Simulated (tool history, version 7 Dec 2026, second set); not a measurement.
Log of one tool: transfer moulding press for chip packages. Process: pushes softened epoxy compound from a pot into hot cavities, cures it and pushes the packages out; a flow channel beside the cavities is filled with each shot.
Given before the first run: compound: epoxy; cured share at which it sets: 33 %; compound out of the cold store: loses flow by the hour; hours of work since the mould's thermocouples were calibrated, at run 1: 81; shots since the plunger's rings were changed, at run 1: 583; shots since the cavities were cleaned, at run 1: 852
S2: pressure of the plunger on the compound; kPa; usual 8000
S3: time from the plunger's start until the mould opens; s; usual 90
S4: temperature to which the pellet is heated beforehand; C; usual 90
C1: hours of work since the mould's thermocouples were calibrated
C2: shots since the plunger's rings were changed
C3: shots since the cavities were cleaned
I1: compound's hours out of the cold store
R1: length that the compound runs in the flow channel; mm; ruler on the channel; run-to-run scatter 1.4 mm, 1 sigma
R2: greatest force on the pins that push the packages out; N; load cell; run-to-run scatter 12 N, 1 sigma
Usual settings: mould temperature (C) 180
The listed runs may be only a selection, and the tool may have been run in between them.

Run 1, day 0: usual settings; C1 81; C2 583; C3 852; I1 38.7. Result: R1 633 mm, R2 845 N.
Run 2, day 0.508: usual settings; C1 90; C2 756; C3 1025; I1 33.3. Result: R1 652 mm, R2 965 N.
At day 0.779: cavities cleaned with cleaning compound and waxed.
Run 3, day 1.575: usual settings but mould temperature (C) 186; C1 107; C2 1098; C3 272; I1 21.9. Result: R1 675 mm, R2 839 N.
Run 4, day 2.6: usual settings but mould temperature (C) 186, S2 7090 kPa; C1 124; C2 1446; C3 620; I1 26.7. Result: R1 616 mm, R2 888 N.
At day 3.096: cavities cleaned with cleaning compound and waxed, once more.
Run 5, day 3.492: usual settings; C1 137; C2 1729; C3 135; I1 45.1. Result: R1 609 mm, R2 654 N.
Run 6, day 4.308: usual settings; C1 151; C2 2006; C3 412; I1 26.9. Result: R1 664 mm, R2 781 N.
Run 7, day 4.879: usual settings but S2 7540 kPa; C1 161; C2 2201; C3 607; I1 16.5. Result: R1 680 mm, R2 922 N.
At day 6.1: plunger's sealing rings changed.
Run 8, day 6.117: usual settings but S2 7540 kPa; C1 179; C2 6; C3 993; I1 25.6. Result: R1 663 mm, R2 940 N.
At day 6.438: cavities cleaned with cleaning compound and waxed.
Run 9, day 7.333: usual settings but S2 7540 kPa; C1 199; C2 398; C3 304; I1 24.8. Result: R1 663 mm, R2 755 N.
Run 10, day 7.912: usual settings; C1 208; C2 596; C3 502; I1 44.7. Result: R1 614 mm, R2 801 N.
Run 11, day 9.104: usual settings but S4 94 C; C1 228; C2 1001; C3 907; I1 14.2. Result: R1 713 mm, R2 955 N.
At day 9.738: cavities cleaned with cleaning compound and waxed.
Run 12, day 10.325: usual settings but S2 7060 kPa; C1 247; C2 1396; C3 200; I1 9.2. Result: R1 690 mm, R2 740 N.
Run 13, day 11.412: usual settings but S2 7060 kPa; C1 266; C2 1766; C3 570; I1 32.2. Result: R1 608 mm, R2 869 N.
Run 14, day 12.575: usual settings but S2 7060 kPa, S3 79 s; C1 285; C2 2161; C3 965; I1 21.7. Result: R1 639 mm, R2 1308 N.
At day 13.042: cavities cleaned with cleaning compound and waxed.
Run 15, day 13.288: usual settings but S2 7060 kPa, S3 79 s; C1 296; C2 2383; C3 84; I1 37.1. Result: R1 589 mm, R2 817 N.
At day 14.025: plunger's sealing rings changed.
Run 16, day 14.379: usual settings but S2 7820 kPa, S3 119 s; C1 312; C2 121; C3 420; I1 15.7. Result: R1 707 mm, R2 624 N.
Run 17, day 14.904: usual settings but S2 7820 kPa, S3 119 s; C1 321; C2 300; C3 599; I1 39.6. Result: R1 624 mm, R2 664 N.
Run 18, day 16.071: usual settings but mould temperature (C) 183, S2 6630 kPa, S3 123 s, S4 94 C; C1 340; C2 696; C3 995; I1 38.9. Result: R1 569 mm, R2 725 N.
At day 16.433: cavities cleaned with cleaning compound and waxed.
Run 19, day 16.929: usual settings but S3 82 s, S4 85 C; C1 354; C2 968; C3 169; I1 8.2. Result: R1 737 mm, R2 909 N.
Run 20, day 17.604: usual settings but S2 6110 kPa, S4 83 C; C1 365; C2 1198; C3 399; I1 41. Result: R1 542 mm, R2 814 N.
At day 17.925: mould's thermocouples calibrated.
Run 21, day 18.567: usual settings but S2 6440 kPa, S3 91 s, S4 81 C; C1 11; C2 1496; C3 697; I1 20.5. Result: R1 615 mm, R2 917 N.
At day 19.754: cavities cleaned with cleaning compound and waxed.
Run 22, day 19.796: usual settings but mould temperature (C) 175, S2 9390 kPa, S3 128 s, S4 93 C; C1 30; C2 1894; C3 14; I1 8.2. Result: R1 803 mm, R2 458 N.
Run 23, day 20.725: usual settings but mould temperature (C) 177, S2 9730 kPa, S3 95 s, S4 81 C; C1 46; C2 2210; C3 330; I1 22.9. Result: R1 750 mm, R2 871 N.
Run 24, day 21.504: usual settings but mould temperature (C) 177, S2 9730 kPa, S3 89 s, S4 92 C; C1 59; C2 2475; C3 595; I1 8.4. Result: R1 802 mm, R2 1180 N.
At day 21.979: plunger's sealing rings changed.
Run 25, day 22.562: usual settings but mould temperature (C) 179; C1 75; C2 200; C3 921; I1 14.3. Result: R1 724 mm, R2 1050 N.
At day 23.092: cavities cleaned with cleaning compound and waxed.
Run 26, day 23.467: usual settings but mould temperature (C) 186, S2 9990 kPa, S3 108 s, S4 99 C; C1 89; C2 486; C3 128; I1 15.5. Result: R1 786 mm, R2 498 N.
Run 27, day 24.238: usual settings but mould temperature (C) 179, S2 9990 kPa, S3 123 s, S4 98 C; C1 101; C2 748; C3 390; I1 10.3. Result: R1 824 mm, R2 602 N.
Run 28, day 24.938: usual settings but mould temperature (C) 187, S2 9990 kPa, S3 98 s, S4 98 C; C1 113; C2 986; C3 628; I1 12.9. Result: R1 793 mm, R2 674 N.
Run 29, day 25.833: usual settings but S2 7660 kPa, S4 82 C; C1 128; C2 1290; C3 932; I1 38.6. Result: R1 618 mm, R2 971 N.

Consider 3 possible next runs. They are alternatives, not a sequence: every one starts from the tool as it was left by run 29. What does each give?
At day 26.362: cavities cleaned with cleaning compound and waxed.
Run A, day 26.658: usual settings but S2 9690 kPa, S4 82 C; C1 141; C2 1550; C3 100; I1 13.2. Result: R1 ?, R2 ?.
At day 26.362: cavities cleaned with cleaning compound and waxed.
Run B, day 26.658: usual settings but mould temperature (C) 184, S2 7360 kPa, S4 83 C; C1 141; C2 1550; C3 100; I1 32.2. Result: R1 ?, R2 ?.
At day 26.362: cavities cleaned with cleaning compound and waxed.
Run C, day 26.658: usual settings but mould temperature (C) 174, S2 7090 kPa, S3 107 s, S4 82 C; C1 141; C2 1550; C3 100; I1 18. Result: R1 ?, R2 ?.

run   R1   R2
  A  789  682
  B  615  585
  C  668  727
Without the tool's hidden state the same runs would have given:
run   R1   R2
  A  805  588
  B  627  510
  C  682  627

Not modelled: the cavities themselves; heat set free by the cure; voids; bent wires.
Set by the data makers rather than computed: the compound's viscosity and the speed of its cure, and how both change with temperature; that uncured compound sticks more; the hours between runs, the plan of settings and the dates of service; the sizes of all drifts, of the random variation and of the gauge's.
